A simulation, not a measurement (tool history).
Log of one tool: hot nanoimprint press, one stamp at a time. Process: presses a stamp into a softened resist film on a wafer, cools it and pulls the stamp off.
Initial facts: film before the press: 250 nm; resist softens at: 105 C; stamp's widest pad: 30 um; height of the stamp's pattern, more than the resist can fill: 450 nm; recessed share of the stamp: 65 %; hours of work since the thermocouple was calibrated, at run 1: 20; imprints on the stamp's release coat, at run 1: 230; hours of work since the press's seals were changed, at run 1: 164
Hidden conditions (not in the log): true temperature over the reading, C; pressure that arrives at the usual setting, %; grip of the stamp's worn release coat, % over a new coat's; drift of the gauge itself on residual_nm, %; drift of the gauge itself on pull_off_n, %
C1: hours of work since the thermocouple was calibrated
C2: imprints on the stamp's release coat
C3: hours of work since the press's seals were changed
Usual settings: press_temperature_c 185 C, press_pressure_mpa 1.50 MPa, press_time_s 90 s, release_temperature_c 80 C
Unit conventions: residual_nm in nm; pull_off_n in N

Run 1, hour 0.0: usual settings; C1 20; C2 230; C3 164. Result: residual_nm 88.1 nm, pull_off_n 121 N.
Run 2, hour 15.6: usual settings but release_temperature_c 67 C; C1 27; C2 263; C3 171. Result: residual_nm 88.6 nm, pull_off_n 142 N.
Run 3, hour 24.2: usual settings but release_temperature_c 67 C; C1 31; C2 282; C3 175. Result: residual_nm 87.4 nm, pull_off_n 148 N.
Run 4, hour 34.7: usual settings but release_temperature_c 67 C; C1 35; C2 305; C3 179. Result: residual_nm 88.5 nm, pull_off_n 140 N.
Run 5, hour 46.3: usual settings but release_temperature_c 67 C; C1 40; C2 330; C3 184. Result: residual_nm 87.9 nm, pull_off_n 144 N.
Run 6, hour 61.5: usual settings but press_temperature_c 191 C, release_temperature_c 67 C; C1 47; C2 363; C3 190. Result: residual_nm 68.2 nm, pull_off_n 137 N.
Run 7, hour 78.6: usual settings but press_time_s 55 s; C1 54; C2 400; C3 198. Result: residual_nm 108.2 nm, pull_off_n 120 N.
Run 8, hour 98.8: usual settings but press_time_s 55 s, release_temperature_c 85 C; C1 63; C2 443; C3 206. Result: residual_nm 108.2 nm, pull_off_n 117 N.
Run 9, hour 115.7: usual settings but press_temperature_c 174 C; C1 70; C2 480; C3 214. Result: residual_nm 145.3 nm, pull_off_n 118 N.
Run 10, hour 134.0: usual settings; C1 78; C2 520; C3 221. Result: residual_nm 89.2 nm, pull_off_n 120 N.
Run 11, hour 150.2: usual settings but release_temperature_c 69 C; C1 84; C2 555; C3 228. Result: residual_nm 89.6 nm, pull_off_n 137 N.
Run 12, hour 158.9: usual settings but release_temperature_c 69 C; C1 88; C2 574; C3 232. Result: residual_nm 90.0 nm, pull_off_n 138 N.
Run 13, hour 177.6: usual settings but release_temperature_c 69 C; C1 96; C2 614; C3 240. Result: residual_nm 89.5 nm, pull_off_n 138 N.
Run 14, hour 190.4: usual settings; C1 102; C2 642; C3 245. Result: residual_nm 89.1 nm, pull_off_n 123 N.
Run 15, hour 204.1: usual settings; C1 107; C2 672; C3 251. Result: residual_nm 90.7 nm, pull_off_n 123 N.
Run 16, hour 222.8: usual settings but press_pressure_mpa 1.08 MPa, press_time_s 76 s; C1 115; C2 712; C3 259. Result: residual_nm 111.5 nm, pull_off_n 120 N.
Run 17, hour 236.5: usual settings but press_pressure_mpa 2.30 MPa, press_time_s 59 s; C1 121; C2 742; C3 265. Result: residual_nm 86.8 nm, pull_off_n 124 N.
Run 18, hour 249.6: usual settings but press_temperature_c 192 C, press_pressure_mpa 2.36 MPa, press_time_s 59 s; C1 127; C2 770; C3 271. Result: residual_nm 62.7 nm, pull_off_n 117 N.
At hour 257.1: gauge calibrated.
Run 19, hour 262.9: usual settings but press_temperature_c 192 C, press_pressure_mpa 2.36 MPa, press_time_s 59 s; C1 133; C2 799; C3 276. Result: residual_nm 61.3 nm, pull_off_n 121 N.
Run 20, hour 283.5: usual settings but press_temperature_c 182 C, release_temperature_c 88 C; C1 141; C2 844; C3 285. Result: residual_nm 99.6 nm, pull_off_n 106 N.
Run 21, hour 295.3: usual settings but press_time_s 133 s; C1 146; C2 869; C3 290. Result: residual_nm 75.1 nm, pull_off_n 121 N.
Run 22, hour 314.6: usual settings but press_time_s 114 s; C1 155; C2 911; C3 298. Result: residual_nm 80.9 nm, pull_off_n 120 N.
Run 23, hour 333.0: usual settings but press_temperature_c 175 C, press_time_s 79 s; C1 162; C2 951; C3 306. Result: residual_nm 144.2 nm, pull_off_n 119 N.
Run 24, hour 348.8: usual settings but press_temperature_c 175 C, press_pressure_mpa 1.74 MPa, press_time_s 79 s, release_temperature_c 65 C; C1 169; C2 985; C3 313. Result: residual_nm 137.4 nm, pull_off_n 141 N.
Run 25, hour 359.8: usual settings but press_pressure_mpa 1.33 MPa; C1 174; C2 1009; C3 318. Result: residual_nm 93.7 nm, pull_off_n 120 N.
Run 26, hour 371.3: usual settings but press_pressure_mpa 1.33 MPa; C1 179; C2 1034; C3 323. Result: residual_nm 94.5 nm, pull_off_n 119 N.
Run 27, hour 382.5: usual settings but press_pressure_mpa 1.33 MPa; C1 184; C2 1058; C3 327. Result: residual_nm 94.7 nm, pull_off_n 119 N.
Run 28, hour 392.4: usual settings but press_pressure_mpa 1.33 MPa; C1 188; C2 1079; C3 332. Result: residual_nm 94.5 nm, pull_off_n 120 N.
Run 29, hour 409.6: usual settings but press_pressure_mpa 1.33 MPa; C1 195; C2 1117; C3 339. Result: residual_nm 93.8 nm, pull_off_n 114 N.
Run 30, hour 428.7: usual settings but press_temperature_c 187 C, press_pressure_mpa 1.33 MPa, press_time_s 88 s; C1 203; C2 1158; C3 347. Result: residual_nm 86.8 nm, pull_off_n 120 N.

Hidden state or all else? Some run-to-run changes of residual_nm, split into what the settings, what came in and random variation would give without the hidden state, and what is left for the hidden state (with any gauge scatter that isn't in both results):
Run 9 -> 10: press_temperature_c 174 -> 185. residual_nm -56.1 nm: hidden state -0.5, all else -55.6.
Run 15 -> 16: press_pressure_mpa 1.50 -> 1.08, press_time_s 90 -> 76. residual_nm +20.8 nm: hidden state +0.7, all else +20.1.
Run 18 -> 19: gauge calibrated. residual_nm -1.4 nm: hidden state -1.7, all else +0.3.
Run 22 -> 23: press_temperature_c 185 -> 175, press_time_s 114 -> 79. residual_nm +63.3 nm: hidden state +0.7, all else +62.6.
Run 24 -> 25: press_temperature_c 175 -> 185, press_pressure_mpa 1.74 -> 1.33, press_time_s 79 -> 90, release_temperature_c 65 -> 80. residual_nm -43.7 nm: hidden state -0.3, all else -43.4.
